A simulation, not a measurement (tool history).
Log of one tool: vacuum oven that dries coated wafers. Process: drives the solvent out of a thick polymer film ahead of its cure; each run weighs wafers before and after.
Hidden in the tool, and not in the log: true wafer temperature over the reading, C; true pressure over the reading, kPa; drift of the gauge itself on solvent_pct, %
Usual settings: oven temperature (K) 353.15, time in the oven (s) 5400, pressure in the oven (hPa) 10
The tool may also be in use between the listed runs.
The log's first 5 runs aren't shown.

run,hour,oven temperature (K),time in the oven (s),pressure in the oven (hPa),hours of work since the thermocouples were calibrated,hours of work since the vacuum gauge was cleaned of residue,solvent left in the film (%)
6,282.3,348.15,5400,10,1190,665,3.65
7,358.8,348.15,5400,10,1237,712,3.73
8,431.6,353.15,5400,10,1281,756,2.04
9,518.3,353.15,5400,10,1334,809,1.99
10,576.8,353.15,6600,10,1370,845,1.45
11,627.3,353.15,6600,10,1401,875,1.36
12,691,353.15,5400,10,1439,914,1.96
13,773.7,353.15,5400,10,1490,965,1.98
14,844.3,353.15,5400,10,1533,1008,2.01
# hour 871.1: oven's thermocouples calibrated
15,918.3,353.15,5400,10,29,1052,2.57
16,999,353.15,5400,10,78,1101,2.47
17,1040.9,353.15,5400,10,104,1126,2.5
18,1116.5,353.15,5400,10,150,1173,2.45
19,1202.3,353.15,5400,10,202,1225,2.44
20,1252.7,349.15,5400,9.7,233,1256,3.73

Run 21 comes next. What will it give?
21,1310.6,349.15,5400,9.7,268,1291,?

{"run 21": {"solvent left in the film (%)": 3.84}}
Without the tool's hidden state the same run would have given solvent left in the film (%) 3.76.

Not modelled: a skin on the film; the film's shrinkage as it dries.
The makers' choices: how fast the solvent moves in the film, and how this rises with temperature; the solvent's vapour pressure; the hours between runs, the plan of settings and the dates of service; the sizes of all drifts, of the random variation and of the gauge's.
